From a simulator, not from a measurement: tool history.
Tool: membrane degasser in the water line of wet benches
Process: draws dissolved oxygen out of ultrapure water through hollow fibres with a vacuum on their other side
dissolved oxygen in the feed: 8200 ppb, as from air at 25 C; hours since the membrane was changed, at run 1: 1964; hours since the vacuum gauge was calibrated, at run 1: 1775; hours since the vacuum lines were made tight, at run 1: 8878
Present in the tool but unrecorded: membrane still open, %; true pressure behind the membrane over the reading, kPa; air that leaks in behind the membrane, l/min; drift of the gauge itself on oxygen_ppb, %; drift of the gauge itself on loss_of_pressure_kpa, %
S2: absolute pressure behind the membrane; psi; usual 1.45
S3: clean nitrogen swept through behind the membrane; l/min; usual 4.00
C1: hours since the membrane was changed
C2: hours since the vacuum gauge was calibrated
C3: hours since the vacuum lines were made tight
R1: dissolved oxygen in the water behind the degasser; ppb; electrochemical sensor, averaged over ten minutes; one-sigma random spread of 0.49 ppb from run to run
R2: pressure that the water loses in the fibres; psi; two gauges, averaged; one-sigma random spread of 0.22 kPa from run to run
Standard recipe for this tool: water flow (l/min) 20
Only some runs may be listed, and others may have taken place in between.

run 1 hour=0.0 | water_flow_(l/min)=20 S2=1.45 S3=4.00 | C1=1964 C2=1775 C3=8878 | R1=87.8 R2=7.918
run 2 hour=52.7 | water_flow_(l/min)=20 S2=1.45 S3=4.00 | C1=2017 C2=1828 C3=8931 | R1=89.4 R2=7.893
run 3 hour=96.5 | water_flow_(l/min)=20 S2=1.45 S3=4.00 | C1=2061 C2=1872 C3=8975 | R1=89.0 R2=7.919
run 4 hour=135.6 | water_flow_(l/min)=20 S2=1.45 S3=4.00 | C1=2100 C2=1911 C3=9014 | R1=88.6 R2=7.936
run 5 hour=165.7 | water_flow_(l/min)=20 S2=1.45 S3=4.00 | C1=2130 C2=1941 C3=9044 | R1=89.4 R2=7.947
run 6 hour=223.7 | water_flow_(l/min)=20 S2=1.45 S3=4.00 | C1=2188 C2=1999 C3=9102 | R1=88.3 R2=7.912
run 7 hour=256.3 | water_flow_(l/min)=20 S2=3.60 S3=4.00 | C1=2221 C2=2031 C3=9135 | R1=265.7 R2=7.948
run 8 hour=282.7 | water_flow_(l/min)=20 S2=3.60 S3=4.00 | C1=2247 C2=2058 C3=9161 | R1=264.5 R2=7.950
run 9 hour=342.9 | water_flow_(l/min)=20 S2=3.60 S3=4.00 | C1=2307 C2=2118 C3=9221 | R1=263.2 R2=7.967
run 10 hour=386.5 | water_flow_(l/min)=20 S2=3.60 S3=4.00 | C1=2351 C2=2161 C3=9265 | R1=265.5 R2=7.929
run 11 hour=420.5 | water_flow_(l/min)=20 S2=1.45 S3=4.00 | C1=2385 C2=2195 C3=9299 | R1=88.6 R2=7.934
run 12 hour=478.2 | water_flow_(l/min)=20 S2=1.45 S3=4.00 | C1=2443 C2=2253 C3=9357 | R1=89.2 R2=7.897
run 13 hour=526.0 | water_flow_(l/min)=20 S2=1.45 S3=4.00 | C1=2490 C2=2301 C3=9404 | R1=89.6 R2=7.912
run 14 hour=584.2 | water_flow_(l/min)=20 S2=1.45 S3=4.00 | C1=2549 C2=2359 C3=9463 | R1=89.2 R2=7.849
run 15 hour=612.6 | water_flow_(l/min)=20 S2=1.45 S3=4.00 | C1=2577 C2=2388 C3=9491 | R1=89.9 R2=7.979
run 16 hour=667.9 | water_flow_(l/min)=20 S2=1.28 S3=4.00 | C1=2632 C2=2443 C3=9546 | R1=75.5 R2=7.938
run 17 hour=702.6 | water_flow_(l/min)=12 S2=1.28 S3=4.00 | C1=2667 C2=2478 C3=9581 | R1=43.9 R2=4.764
run 18 hour=742.4 | water_flow_(l/min)=18 S2=1.19 S3=10.25 | C1=2707 C2=2517 C3=9621 | R1=25.4 R2=7.149
run 19 hour=777.4 | water_flow_(l/min)=17 S2=2.49 S3=4.00 | C1=2742 C2=2552 C3=9656 | R1=149.1 R2=6.782
run 20 hour=825.8 | water_flow_(l/min)=30 S2=1.45 S3=10.61 | C1=2790 C2=2601 C3=9704 | R1=72.6 R2=11.919
run 21 hour=852.3 | water_flow_(l/min)=30 S2=1.45 S3=10.61 | C1=2817 C2=2627 C3=9731 | R1=72.3 R2=12.031
run 22 hour=912.0 | water_flow_(l/min)=20 S2=1.45 S3=6.37 | C1=2876 C2=2687 C3=9790 | R1=58.7 R2=7.951
run 23 hour=959.5 | water_flow_(l/min)=20 S2=1.45 S3=6.37 | C1=2924 C2=2734 C3=9838 | R1=58.6 R2=7.952
run 24 hour=1014.1 | water_flow_(l/min)=17 S2=3.29 S3=11.30 | C1=2978 C2=2789 C3=9892 | R1=76.1 R2=6.724
run 25 hour=1072.7 | water_flow_(l/min)=17 S2=3.29 S3=11.30 | C1=3037 C2=2848 C3=9951 | R1=76.4 R2=6.754
run 26 hour=1131.2 | water_flow_(l/min)=20 S2=1.86 S3=3.65 | C1=3095 C2=2906 C3=10010 | R1=133.2 R2=7.993
run 27 hour=1157.1 | water_flow_(l/min)=20 S2=2.10 S3=9.18 | C1=3121 C2=2932 C3=10035 | R1=66.9 R2=7.964
run 28 hour=1216.1 | water_flow_(l/min)=28 S2=1.60 S3=4.53 | C1=3180 C2=2991 C3=10095 | R1=137.6 R2=11.181
run 29 hour=1244.7 | water_flow_(l/min)=28 S2=1.60 S3=4.53 | C1=3209 C2=3020 C3=10123 | R1=138.4 R2=11.177
run 30 hour=1299.4 | water_flow_(l/min)=28 S2=1.60 S3=4.53 | C1=3264 C2=3074 C3=10178 | R1=137.7 R2=11.180
run 31 hour=1360.0 | water_flow_(l/min)=28 S2=1.60 S3=4.53 | C1=3324 C2=3135 C3=10238 | R1=137.6 R2=11.155
run 32 hour=1388.3 | water_flow_(l/min)=16 S2=1.45 S3=4.05 | C1=3353 C2=3163 C3=10267 | R1=69.8 R2=6.341
run 33 hour=1422.3 | water_flow_(l/min)=16 S2=1.45 S3=4.05 | C1=3387 C2=3197 C3=10301 | R1=70.4 R2=6.356

What if the next run were any one of these 3? Each begins from the tool's condition after run 33:
run A hour=1451.2 | water_flow_(l/min)=20 S2=1.45 S3=4.11 | C1=3415 C2=3226 C3=10330 | R1=? R2=?
run B hour=1451.2 | water_flow_(l/min)=16 S2=1.15 S3=4.05 | C1=3415 C2=3226 C3=10330 | R1=? R2=?
run C hour=1451.2 | water_flow_(l/min)=19 S2=1.45 S3=2.30 | C1=3415 C2=3226 C3=10330 | R1=? R2=?

run=A R1=88.2 R2=7.983
run=B R1=49.8 R2=6.376
run=C R1=142.0 R2=7.590
With the hidden condition removed and each run's random variation left untouched, the same runs would have given:
run=A R1=83.9 R2=7.809
run=B R1=46.7 R2=6.238
run=C R1=135.5 R2=7.426

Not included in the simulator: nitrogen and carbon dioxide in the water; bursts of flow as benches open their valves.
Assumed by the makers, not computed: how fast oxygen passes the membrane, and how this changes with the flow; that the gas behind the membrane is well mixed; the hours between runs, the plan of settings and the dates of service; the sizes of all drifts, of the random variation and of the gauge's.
